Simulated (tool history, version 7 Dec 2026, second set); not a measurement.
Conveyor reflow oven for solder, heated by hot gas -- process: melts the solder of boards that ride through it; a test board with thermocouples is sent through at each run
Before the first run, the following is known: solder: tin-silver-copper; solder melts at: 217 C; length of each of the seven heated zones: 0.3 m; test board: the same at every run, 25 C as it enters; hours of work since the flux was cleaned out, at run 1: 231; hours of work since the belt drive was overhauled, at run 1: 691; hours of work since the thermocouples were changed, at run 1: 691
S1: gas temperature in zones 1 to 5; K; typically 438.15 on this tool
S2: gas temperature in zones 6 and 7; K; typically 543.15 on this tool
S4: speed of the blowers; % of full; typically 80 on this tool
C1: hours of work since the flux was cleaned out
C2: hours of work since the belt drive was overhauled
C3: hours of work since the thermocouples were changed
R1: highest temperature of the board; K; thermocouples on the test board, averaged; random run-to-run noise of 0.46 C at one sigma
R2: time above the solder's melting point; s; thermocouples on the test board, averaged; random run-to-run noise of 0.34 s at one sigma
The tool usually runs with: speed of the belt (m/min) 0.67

run 1 day=0 | S1=438.15 S2=543.15 speed_of_the_belt_(m/min)=0.67 S4=80 | C1=231 C2=691 C3=691 | R1=521.55 R2=34.3
run 2 day=1.075 | S1=438.15 S2=543.15 speed_of_the_belt_(m/min)=0.67 S4=80 | C1=249 C2=709 C3=709 | R1=521.75 R2=35
run 3 day=2.154 | S1=438.15 S2=543.15 speed_of_the_belt_(m/min)=0.67 S4=80 | C1=267 C2=727 C3=727 | R1=521.15 R2=35
run 4 day=3.196 | S1=438.15 S2=543.15 speed_of_the_belt_(m/min)=0.67 S4=80 | C1=284 C2=744 C3=744 | R1=520.45 R2=35.7
run 5 day=4.271 | S1=438.15 S2=543.15 speed_of_the_belt_(m/min)=0.713 S4=80 | C1=302 C2=762 C3=762 | R1=519.55 R2=30.7
run 6 day=4.904 | S1=438.15 S2=543.15 speed_of_the_belt_(m/min)=0.67 S4=80 | C1=312 C2=772 C3=772 | R1=519.95 R2=34.6
run 7 day=5.838 | S1=438.15 S2=543.15 speed_of_the_belt_(m/min)=0.67 S4=80 | C1=327 C2=788 C3=788 | R1=520.55 R2=34.7
run 8 day=7.008 | S1=453.15 S2=543.15 speed_of_the_belt_(m/min)=0.67 S4=80 | C1=347 C2=807 C3=807 | R1=523.55 R2=41
-- day=8.117 flux residue cleaned out of gas plates and filters
run 9 day=8.512 | S1=438.15 S2=543.15 speed_of_the_belt_(m/min)=0.67 S4=80 | C1=7 C2=828 C3=828 | R1=524.15 R2=36.8
run 10 day=9.254 | S1=438.15 S2=543.15 speed_of_the_belt_(m/min)=0.67 S4=80 | C1=19 C2=840 C3=840 | R1=524.35 R2=38
run 11 day=9.983 | S1=438.15 S2=543.15 speed_of_the_belt_(m/min)=0.67 S4=80 | C1=31 C2=852 C3=852 | R1=525.15 R2=37.3
run 12 day=10.642 | S1=445.15 S2=543.15 speed_of_the_belt_(m/min)=0.734 S4=88 | C1=42 C2=863 C3=863 | R1=523.25 R2=34.8
run 13 day=11.671 | S1=445.15 S2=543.15 speed_of_the_belt_(m/min)=0.66 S4=75 | C1=59 C2=880 C3=880 | R1=524.95 R2=39.9
run 14 day=12.904 | S1=445.15 S2=543.15 speed_of_the_belt_(m/min)=0.66 S4=74 | C1=79 C2=900 C3=900 | R1=524.75 R2=39.9
run 15 day=13.567 | S1=438.15 S2=543.15 speed_of_the_belt_(m/min)=0.687 S4=56 | C1=90 C2=911 C3=911 | R1=517.45 R2=31.4
run 16 day=14.342 | S1=438.15 S2=543.15 speed_of_the_belt_(m/min)=0.687 S4=56 | C1=102 C2=924 C3=924 | R1=518.15 R2=31.2
run 17 day=15.471 | S1=438.15 S2=552.15 speed_of_the_belt_(m/min)=0.779 S4=79 | C1=121 C2=943 C3=943 | R1=525.35 R2=31.5
run 18 day=16.096 | S1=424.15 S2=543.15 speed_of_the_belt_(m/min)=0.67 S4=80 | C1=131 C2=953 C3=953 | R1=520.05 R2=31.6
run 19 day=17.358 | S1=424.15 S2=543.15 speed_of_the_belt_(m/min)=0.67 S4=80 | C1=152 C2=974 C3=974 | R1=520.75 R2=32.4
run 20 day=18.608 | S1=443.15 S2=543.15 speed_of_the_belt_(m/min)=0.67 S4=73 | C1=173 C2=994 C3=994 | R1=523.05 R2=38.3
run 21 day=19.158 | S1=451.15 S2=534.15 speed_of_the_belt_(m/min)=0.792 S4=66 | C1=182 C2=1003 C3=1003 | R1=509.95 R2=24.3
run 22 day=19.712 | S1=435.15 S2=536.15 speed_of_the_belt_(m/min)=0.584 S4=74 | C1=191 C2=1013 C3=1013 | R1=519.65 R2=40.6

Measured minus without-hidden-state, run by run (identical run-to-run variation in each term; gauge scatter may differ):
Unlogged tool condition in this case: heat that the gas passes to the board, % of a clean oven's; belt's true speed, % of the reading; true gas temperature in zones 6 and 7 over the reading, C; drift of the gauge itself on peak_c, C; drift of the gauge itself on liquid_s, %.
run=1 R1=-1.7 R2=-0.9
run=2 R1=-2 R2=-1.1
run=3 R1=-2 R2=-1.2
run=4 R1=-2.2 R2=-1.2
run=5 R1=-2.6 R2=-1.6
run=6 R1=-2.5 R2=-1.4
run=7 R1=-2.6 R2=-1.6
run=8 R1=-2.3 R2=-1.2
run=9 R1=+0.7 R2=+0.9
run=10 R1=+0.6 R2=+0.8
run=11 R1=+0.5 R2=+0.8
run=12 R1=+0.3 R2=+0.6
run=13 R1=+0.3 R2=+0.7
run=14 R1=+0.2 R2=+0.6
run=15 R1=+0.1 R2=+0.5
run=16 R1=+0 R2=+0.4
run=17 R1=-0.5 R2=+0.1
run=18 R1=-0.4 R2=+0
run=19 R1=-0.6 R2=-0.1
run=20 R1=-0.6 R2=+0.1
run=21 R1=-0.8 R2=-0.4
run=22 R1=-0.5 R2=-0.1
